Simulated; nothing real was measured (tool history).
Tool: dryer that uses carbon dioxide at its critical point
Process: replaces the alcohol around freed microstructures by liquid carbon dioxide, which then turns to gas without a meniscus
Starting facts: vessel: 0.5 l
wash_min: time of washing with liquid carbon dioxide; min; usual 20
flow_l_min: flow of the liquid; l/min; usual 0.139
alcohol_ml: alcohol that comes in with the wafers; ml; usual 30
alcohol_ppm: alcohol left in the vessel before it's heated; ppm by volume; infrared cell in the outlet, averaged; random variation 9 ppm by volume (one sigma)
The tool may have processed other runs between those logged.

run,hour,wash_min,flow_l_min,alcohol_ml,alcohol_ppm
1,0,20,0.139,30,578
2,26.2,20,0.139,30,591
3,56.8,20,0.139,30,588
4,102.7,16,0.139,30,1489
5,149,16,0.139,30,1517
6,180.4,16,0.139,30,1505
7,224.6,20,0.139,47,972
8,287.5,13,0.139,30,3046
9,349.6,20,0.139,30,665
10,414.3,20,0.139,30,681
11,455.5,20,0.139,30,701
12,511.7,20,0.139,43,996
# hour 552.6: inlet filter changed
13,560.4,20,0.139,43,794
14,608,20,0.139,43,781
15,666.9,20,0.139,30,603
16,703.1,20,0.179,30,218
17,748.1,20,0.179,30,227
18,793.9,20,0.139,30,614
19,821.8,20,0.139,30,619
20,881.9,20,0.139,30,642
21,939.1,20,0.139,30,635
22,988.9,20,0.139,30,670
23,1046.2,20,0.139,30,685
24,1073.8,20,0.139,30,704
25,1119.3,20,0.139,30,692
26,1169.8,20,0.139,30,696
27,1219.1,15,0.139,30,2008
28,1278.2,15,0.139,30,2019
29,1339,16,0.202,72,817
30,1390.1,16,0.136,113,6397
31,1442.4,20,0.139,30,796
32,1483.7,20,0.193,21,253
33,1522.4,22,0.157,107,950
34,1575,22,0.157,107,929
35,1605.2,22,0.157,107,936
36,1643.8,22,0.157,107,971
# hour 1647.5: inlet filter changed
37,1701.6,22,0.157,107,777
38,1736.6,20,0.159,30,448
39,1780.5,13,0.139,30,2913
40,1832.8,13,0.23,83,1201
41,1866.7,13,0.23,83,1192
42,1921.3,22,0.23,106,270
43,1948.1,15,0.1,51,8306
44,2000.1,12,0.185,30,1603
45,2029.2,20,0.153,35,642
46,2084.1,16,0.098,109,16247
47,2139.4,14,0.098,94,18941

Below, some changes in alcohol_ppm between adjacent runs. For each, the amount present without the hidden state too (settings, incoming material, random variation) and the amount remaining for the hidden state with gauge scatter not shared by both compared results:
Hidden state at play: flow that reaches the vessel past the clogged filter, %; alcohol in the recycled carbon dioxide, ppm; drift of the gauge itself on alcohol_ppm, %.
Run 29 -> 30: flow_l_min 0.202 -> 0.136, alcohol_ml 72 -> 113. alcohol_ppm +5580 ppm by volume: hidden state +832, all else +4748.
Run 30 -> 31: wash_min 16 -> 20, flow_l_min 0.136 -> 0.139, alcohol_ml 113 -> 30. alcohol_ppm -5601 ppm by volume: hidden state -828, all else -4773.
Run 42 -> 43: wash_min 22 -> 15, flow_l_min 0.23 -> 0.1, alcohol_ml 106 -> 51. alcohol_ppm +8036 ppm by volume: hidden state +344, all else +7692.
Run 43 -> 44: wash_min 15 -> 12, flow_l_min 0.1 -> 0.185, alcohol_ml 51 -> 30. alcohol_ppm -6703 ppm by volume: hidden state -245, all else -6458.
Run 45 -> 46: wash_min 20 -> 16, flow_l_min 0.153 -> 0.098, alcohol_ml 35 -> 109. alcohol_ppm +15605 ppm by volume: hidden state +971, all else +14634.

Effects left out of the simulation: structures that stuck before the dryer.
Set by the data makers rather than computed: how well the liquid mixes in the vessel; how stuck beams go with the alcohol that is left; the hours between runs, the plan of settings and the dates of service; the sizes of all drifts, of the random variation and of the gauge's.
